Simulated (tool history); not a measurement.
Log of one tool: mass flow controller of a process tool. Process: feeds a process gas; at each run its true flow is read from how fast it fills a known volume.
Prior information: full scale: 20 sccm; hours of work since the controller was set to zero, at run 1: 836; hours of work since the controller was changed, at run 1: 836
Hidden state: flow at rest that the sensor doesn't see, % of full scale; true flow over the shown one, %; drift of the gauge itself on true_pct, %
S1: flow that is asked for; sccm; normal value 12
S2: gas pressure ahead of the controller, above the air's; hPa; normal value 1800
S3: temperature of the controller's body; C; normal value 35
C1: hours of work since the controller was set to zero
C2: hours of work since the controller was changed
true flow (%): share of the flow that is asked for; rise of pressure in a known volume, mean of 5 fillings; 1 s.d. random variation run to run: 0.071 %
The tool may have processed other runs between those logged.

run 1 hour=0 | S1=12 S2=1800 S3=35 | C1=836 C2=836 | true_flow_(%)=100.46
run 2 hour=207 | S1=12 S2=1800 S3=35 | C1=982 C2=982 | true_flow_(%)=100.49
run 3 hour=304.9 | S1=12 S2=1800 S3=35 | C1=1051 C2=1051 | true_flow_(%)=100.31
run 4 hour=396.8 | S1=12 S2=2280 S3=35 | C1=1116 C2=1116 | true_flow_(%)=99.84
run 5 hour=552.9 | S1=3 S2=2280 S3=35 | C1=1227 C2=1227 | true_flow_(%)=99.31
run 6 hour=662.3 | S1=12 S2=2740 S3=35 | C1=1304 C2=1304 | true_flow_(%)=99.62
run 7 hour=860.4 | S1=12 S2=2740 S3=35 | C1=1444 C2=1444 | true_flow_(%)=99.3
run 8 hour=964.6 | S1=12 S2=1800 S3=20 | C1=1518 C2=1518 | true_flow_(%)=98.6
run 9 hour=1058.6 | S1=12 S2=1800 S3=20 | C1=1584 C2=1584 | true_flow_(%)=98.61
run 10 hour=1194.5 | S1=6 S2=1830 S3=34 | C1=1681 C2=1681 | true_flow_(%)=99.23
run 11 hour=1334.2 | S1=3 S2=1830 S3=34 | C1=1779 C2=1779 | true_flow_(%)=99.16
run 12 hour=1476.4 | S1=3 S2=1830 S3=34 | C1=1880 C2=1880 | true_flow_(%)=98.96
run 13 hour=1661.9 | S1=12 S2=2280 S3=25 | C1=2011 C2=2011 | true_flow_(%)=98.24
run 14 hour=1828.4 | S1=12 S2=2280 S3=25 | C1=2129 C2=2129 | true_flow_(%)=98.08
run 15 hour=2007.5 | S1=20 S2=2720 S3=23 | C1=2256 C2=2256 | true_flow_(%)=98.2
run 16 hour=2158.6 | S1=8 S2=1800 S3=35 | C1=2363 C2=2363 | true_flow_(%)=98.85
run 17 hour=2316.2 | S1=8 S2=1800 S3=35 | C1=2474 C2=2474 | true_flow_(%)=98.95

Below are 3 alternative next runs, each starting from the tool's condition after run 17. Predict each:
run A hour=2517.8 | S1=12 S2=1800 S3=21 | C1=2617 C2=2617 | true_flow_(%)=?
run B hour=2517.8 | S1=3 S2=1490 S3=21 | C1=2617 C2=2617 | true_flow_(%)=?
run C hour=2517.8 | S1=8 S2=2250 S3=35 | C1=2617 C2=2617 | true_flow_(%)=?

run=A true_flow_(%)=97.71
run=B true_flow_(%)=97.27
run=C true_flow_(%)=98.52
Without the tool's unlogged condition, the same runs would have read:
run=A true_flow_(%)=99.27
run=B true_flow_(%)=98.83
run=C true_flow_(%)=100.09

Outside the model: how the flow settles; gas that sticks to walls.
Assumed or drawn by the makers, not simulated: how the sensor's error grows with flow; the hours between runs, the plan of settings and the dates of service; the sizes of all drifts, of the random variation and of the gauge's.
